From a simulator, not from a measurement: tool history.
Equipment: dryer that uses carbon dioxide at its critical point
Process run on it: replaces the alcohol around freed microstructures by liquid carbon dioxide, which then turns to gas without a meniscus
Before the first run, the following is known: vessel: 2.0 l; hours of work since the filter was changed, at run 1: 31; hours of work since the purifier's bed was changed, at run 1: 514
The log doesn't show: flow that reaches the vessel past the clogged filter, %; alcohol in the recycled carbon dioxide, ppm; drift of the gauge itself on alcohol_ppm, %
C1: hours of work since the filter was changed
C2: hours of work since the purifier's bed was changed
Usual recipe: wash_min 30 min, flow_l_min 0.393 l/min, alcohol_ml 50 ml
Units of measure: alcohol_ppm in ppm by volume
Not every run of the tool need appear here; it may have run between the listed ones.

run 1 hour=0.0 | wash_min=30 flow_l_min=0.393 alcohol_ml=50 | C1=31 C2=514 | alcohol_ppm=182
run 2 hour=18.3 | wash_min=30 flow_l_min=0.393 alcohol_ml=50 | C1=37 C2=520 | alcohol_ppm=184
run 3 hour=43.2 | wash_min=30 flow_l_min=0.393 alcohol_ml=50 | C1=46 C2=528 | alcohol_ppm=192
run 4 hour=69.2 | wash_min=30 flow_l_min=0.393 alcohol_ml=50 | C1=54 C2=537 | alcohol_ppm=184
run 5 hour=93.1 | wash_min=30 flow_l_min=0.393 alcohol_ml=50 | C1=62 C2=545 | alcohol_ppm=193
run 6 hour=132.2 | wash_min=36 flow_l_min=0.393 alcohol_ml=50 | C1=75 C2=558 | alcohol_ppm=115
run 7 hour=156.0 | wash_min=36 flow_l_min=0.393 alcohol_ml=50 | C1=83 C2=565 | alcohol_ppm=113
run 8 hour=175.0 | wash_min=36 flow_l_min=0.393 alcohol_ml=50 | C1=89 C2=572 | alcohol_ppm=114
run 9 hour=214.6 | wash_min=36 flow_l_min=0.393 alcohol_ml=50 | C1=102 C2=585 | alcohol_ppm=109
run 10 hour=245.7 | wash_min=36 flow_l_min=0.535 alcohol_ml=50 | C1=112 C2=595 | alcohol_ppm=77
run 11 hour=264.7 | wash_min=36 flow_l_min=0.535 alcohol_ml=50 | C1=118 C2=601 | alcohol_ppm=64
run 12 hour=303.8 | wash_min=36 flow_l_min=0.535 alcohol_ml=95 | C1=131 C2=614 | alcohol_ppm=77
run 13 hour=345.1 | wash_min=36 flow_l_min=0.535 alcohol_ml=95 | C1=144 C2=627 | alcohol_ppm=80
run 14 hour=366.4 | wash_min=36 flow_l_min=0.535 alcohol_ml=95 | C1=151 C2=634 | alcohol_ppm=73
run 15 hour=396.8 | wash_min=30 flow_l_min=0.421 alcohol_ml=24 | C1=161 C2=644 | alcohol_ppm=116
run 16 hour=422.1 | wash_min=19 flow_l_min=0.619 alcohol_ml=23 | C1=170 C2=652 | alcohol_ppm=148
run 17 hour=447.8 | wash_min=19 flow_l_min=0.619 alcohol_ml=23 | C1=178 C2=661 | alcohol_ppm=141
run 18 hour=467.4 | wash_min=19 flow_l_min=0.619 alcohol_ml=23 | C1=185 C2=667 | alcohol_ppm=151
run 19 hour=493.3 | wash_min=25 flow_l_min=0.411 alcohol_ml=57 | C1=193 C2=676 | alcohol_ppm=411
run 20 hour=519.7 | wash_min=39 flow_l_min=0.527 alcohol_ml=101 | C1=202 C2=684 | alcohol_ppm=87
run 21 hour=545.4 | wash_min=23 flow_l_min=0.465 alcohol_ml=101 | C1=210 C2=693 | alcohol_ppm=591

Branching from run 21: 4 alternative next runs. What would each branch give?
run A hour=583.2 | wash_min=45 flow_l_min=0.312 alcohol_ml=101 | C1=222 C2=705 | alcohol_ppm=?
run B hour=583.2 | wash_min=23 flow_l_min=0.465 alcohol_ml=20 | C1=222 C2=705 | alcohol_ppm=?
run C hour=583.2 | wash_min=21 flow_l_min=0.407 alcohol_ml=26 | C1=222 C2=705 | alcohol_ppm=?
run D hour=583.2 | wash_min=37 flow_l_min=0.393 alcohol_ml=50 | C1=222 C2=705 | alcohol_ppm=?

run=A alcohol_ppm=195
run=B alcohol_ppm=183
run=C alcohol_ppm=395
run=D alcohol_ppm=120
With no hidden state in the tool, these same runs would have given:
run=A alcohol_ppm=94
run=B alcohol_ppm=93
run=C alcohol_ppm=273
run=D alcohol_ppm=36
